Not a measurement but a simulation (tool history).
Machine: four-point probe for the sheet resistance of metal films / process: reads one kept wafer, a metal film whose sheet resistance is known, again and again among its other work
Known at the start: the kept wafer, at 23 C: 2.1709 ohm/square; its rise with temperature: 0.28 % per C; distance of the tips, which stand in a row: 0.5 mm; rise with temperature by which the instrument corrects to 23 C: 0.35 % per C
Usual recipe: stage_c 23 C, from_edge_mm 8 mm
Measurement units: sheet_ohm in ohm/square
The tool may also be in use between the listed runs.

run,day,stage_c,from_edge_mm,sheet_ohm
1,0.000,23,8,2.175107
2,1.325,23,8,2.175426
3,4.088,23,5,2.182558
4,6.383,23,5,2.182915
5,8.517,23,5,2.182678
6,11.004,19,8,2.181671
7,12.858,23,8,2.175540
8,14.275,23,8,2.175888
9,15.912,23,8,2.175318
10,17.792,23,8,2.175468
11,19.117,23,5,2.182691
12,20.396,23,5,2.183303
13,22.279,23,5,2.182252
14,24.421,23,5,2.182039
15,26.142,23,8,2.176050
16,27.733,23,8,2.175445
17,29.912,23,8,2.175190
18,31.329,22,8,2.176138
19,34.262,23,38,2.170708
20,36.350,23,15,2.172802
21,39.012,23,15,2.172551
22,40.604,23,15,2.172466
23,43.354,25,8,2.172170
24,45.688,29,10,2.164884
25,48.558,23,70,2.170903
26,51.529,34,52,2.155245
27,53.417,25,12,2.169530
28,56.412,25,12,2.169279
29,59.112,23,19,2.171366
30,60.712,23,19,2.171852
31,62.896,19,7,2.183287
32,64.296,32,5,2.169802
33,67.154,32,5,2.169561
34,69.112,23,65,2.171219
35,71.046,28,19,2.164600
36,73.679,23,38,2.170832
37,76.467,19,32,2.177725
38,78.838,19,32,2.177806
39,81.025,30,6,2.168543
40,82.600,30,6,2.169003
41,85.567,20,43,2.176111
42,87.258,20,43,2.175412
43,89.279,18,23,2.179190
44,92.325,20,26,2.176973

Here are 3 independent what-if runs from the current tool condition. What would each one return?
A,94.333,18,5,?
B,94.333,26,20,?
C,94.333,30,26,?

run,sheet_ohm
A,2.190034
B,2.168233
C,2.160749
The same runs, with their run-to-run variation unchanged, on a tool lacking any hidden condition would have given:
run,sheet_ohm
A,2.189998
B,2.168197
C,2.160713
